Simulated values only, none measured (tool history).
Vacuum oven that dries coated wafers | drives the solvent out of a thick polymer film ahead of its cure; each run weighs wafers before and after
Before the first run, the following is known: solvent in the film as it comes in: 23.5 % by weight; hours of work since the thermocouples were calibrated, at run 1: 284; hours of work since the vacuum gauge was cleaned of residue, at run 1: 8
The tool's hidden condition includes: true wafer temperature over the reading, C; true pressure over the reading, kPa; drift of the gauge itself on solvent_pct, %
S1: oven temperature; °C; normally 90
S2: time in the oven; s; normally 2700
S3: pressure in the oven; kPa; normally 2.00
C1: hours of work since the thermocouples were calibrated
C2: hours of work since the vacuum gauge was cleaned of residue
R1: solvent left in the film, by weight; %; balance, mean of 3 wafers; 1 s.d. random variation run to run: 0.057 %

{"run": 1, "hour": 0.0, "S1": 90, "S2": 2700, "S3": 2.0, "C1": 284, "C2": 8, "R1": 2.93}
{"run": 2, "hour": 12.0, "S1": 90, "S2": 2700, "S3": 2.0, "C1": 292, "C2": 16, "R1": 2.86}
{"run": 3, "hour": 27.8, "S1": 90, "S2": 2700, "S3": 2.0, "C1": 302, "C2": 27, "R1": 2.83}
{"run": 4, "hour": 37.9, "S1": 90, "S2": 2700, "S3": 3.89, "C1": 309, "C2": 33, "R1": 4.62}
{"run": 5, "hour": 49.9, "S1": 90, "S2": 2700, "S3": 2.0, "C1": 317, "C2": 41, "R1": 2.85}
{"run": 6, "hour": 63.8, "S1": 96, "S2": 2700, "S3": 2.0, "C1": 327, "C2": 51, "R1": 1.85}
{"run": 7, "hour": 74.6, "S1": 90, "S2": 2700, "S3": 2.0, "C1": 334, "C2": 58, "R1": 2.94}
{"run": 8, "hour": 90.7, "S1": 90, "S2": 2700, "S3": 2.0, "C1": 344, "C2": 69, "R1": 3.0}
{"run": 9, "hour": 104.9, "S1": 90, "S2": 2700, "S3": 2.0, "C1": 354, "C2": 78, "R1": 2.87}
{"run": 10, "hour": 117.6, "S1": 90, "S2": 2700, "S3": 2.0, "C1": 362, "C2": 86, "R1": 2.98}
{"run": 11, "hour": 129.8, "S1": 90, "S2": 2700, "S3": 2.0, "C1": 371, "C2": 95, "R1": 2.98}
{"run": 12, "hour": 138.6, "S1": 90, "S2": 2700, "S3": 2.0, "C1": 376, "C2": 100, "R1": 2.87}
{"run": 13, "hour": 151.3, "S1": 90, "S2": 2700, "S3": 2.0, "C1": 385, "C2": 109, "R1": 2.9}
{"run": 14, "hour": 166.8, "S1": 90, "S2": 2700, "S3": 2.0, "C1": 395, "C2": 119, "R1": 2.97}
{"run": 15, "hour": 180.1, "S1": 91, "S2": 2700, "S3": 2.0, "C1": 404, "C2": 128, "R1": 2.83}
{"run": 16, "hour": 198.1, "S1": 91, "S2": 2700, "S3": 2.0, "C1": 416, "C2": 140, "R1": 2.86}
{"run": 17, "hour": 208.6, "S1": 91, "S2": 2700, "S3": 2.0, "C1": 423, "C2": 147, "R1": 2.73}
{"run": 18, "hour": 223.7, "S1": 90, "S2": 1500, "S3": 2.0, "C1": 433, "C2": 157, "R1": 5.72}
{"run": 19, "hour": 241.6, "S1": 90, "S2": 3180, "S3": 2.0, "C1": 445, "C2": 169, "R1": 2.64}
{"run": 20, "hour": 259.8, "S1": 90, "S2": 3180, "S3": 2.13, "C1": 457, "C2": 181, "R1": 2.76}
{"run": 21, "hour": 273.2, "S1": 104, "S2": 2700, "S3": 6.82, "C1": 466, "C2": 190, "R1": 4.06}
{"run": 22, "hour": 291.5, "S1": 89, "S2": 1860, "S3": 1.42, "C1": 478, "C2": 203, "R1": 4.27}
{"run": 23, "hour": 301.9, "S1": 102, "S2": 1860, "S3": 1.62, "C1": 485, "C2": 209, "R1": 1.47}
{"run": 24, "hour": 318.2, "S1": 102, "S2": 1860, "S3": 1.62, "C1": 496, "C2": 220, "R1": 1.54}
{"run": 25, "hour": 327.0, "S1": 95, "S2": 4320, "S3": 1.62, "C1": 502, "C2": 226, "R1": 1.49}
{"run": 26, "hour": 334.8, "S1": 93, "S2": 1620, "S3": 3.04, "C1": 507, "C2": 231, "R1": 5.02}
{"run": 27, "hour": 350.8, "S1": 93, "S2": 1620, "S3": 7.59, "C1": 518, "C2": 242, "R1": 8.55}
{"run": 28, "hour": 369.2, "S1": 93, "S2": 1620, "S3": 7.59, "C1": 530, "C2": 254, "R1": 8.67}
{"run": 29, "hour": 387.4, "S1": 90, "S2": 1500, "S3": 3.19, "C1": 542, "C2": 267, "R1": 6.55}
{"run": 30, "hour": 405.9, "S1": 90, "S2": 1500, "S3": 3.19, "C1": 555, "C2": 279, "R1": 6.81}
{"run": 31, "hour": 413.5, "S1": 87, "S2": 1620, "S3": 4.73, "C1": 560, "C2": 284, "R1": 8.76}
{"run": 32, "hour": 431.8, "S1": 87, "S2": 1620, "S3": 2.36, "C1": 572, "C2": 296, "R1": 6.8}
{"run": 33, "hour": 440.1, "S1": 76, "S2": 1320, "S3": 2.0, "C1": 578, "C2": 302, "R1": 12.42}
{"run": 34, "hour": 451.9, "S1": 76, "S2": 2160, "S3": 2.0, "C1": 585, "C2": 310, "R1": 9.54}
{"run": 35, "hour": 468.4, "S1": 79, "S2": 1740, "S3": 1.87, "C1": 596, "C2": 321, "R1": 9.45}
{"run": 36, "hour": 482.3, "S1": 90, "S2": 2040, "S3": 2.0, "C1": 606, "C2": 330, "R1": 4.27}
{"run": 37, "hour": 500.4, "S1": 99, "S2": 2280, "S3": 3.33, "C1": 618, "C2": 342, "R1": 2.71}
{"run": 38, "hour": 510.6, "S1": 90, "S2": 1620, "S3": 6.08, "C1": 625, "C2": 349, "R1": 8.58}
{"run": 39, "hour": 521.7, "S1": 90, "S2": 1620, "S3": 3.12, "C1": 632, "C2": 356, "R1": 6.25}
{"run": 40, "hour": 539.6, "S1": 79, "S2": 3660, "S3": 1.85, "C1": 644, "C2": 368, "R1": 5.24}

5 options for the next run, each taken on its own from the tool as it stands now. Forecast them:
{"hour": 548.5, "done": "oven's thermocouples calibrated"}
{"run": "A", "hour": 551.4, "S1": 79, "S2": 1920, "S3": 1.85, "C1": 2, "C2": 375, "R1": "?"}
{"hour": 548.5, "done": "oven's thermocouples calibrated"}
{"run": "B", "hour": 551.4, "S1": 76, "S2": 3660, "S3": 1.87, "C1": 2, "C2": 375, "R1": "?"}
{"hour": 548.5, "done": "oven's thermocouples calibrated"}
{"run": "C", "hour": 551.4, "S1": 90, "S2": 2280, "S3": 1.52, "C1": 2, "C2": 375, "R1": "?"}
{"hour": 548.5, "done": "oven's thermocouples calibrated"}
{"run": "D", "hour": 551.4, "S1": 79, "S2": 3840, "S3": 5.09, "C1": 2, "C2": 375, "R1": "?"}
{"hour": 548.5, "done": "oven's thermocouples calibrated"}
{"run": "E", "hour": 551.4, "S1": 79, "S2": 3660, "S3": 6.65, "C1": 2, "C2": 375, "R1": "?"}

run=A R1=8.25
run=B R1=5.78
run=C R1=2.90
run=D R1=8.67
run=E R1=10.95
With no hidden state in the tool, these same runs would have given:
run=A R1=8.25
run=B R1=5.72
run=C R1=2.87
run=D R1=8.64
run=E R1=10.94
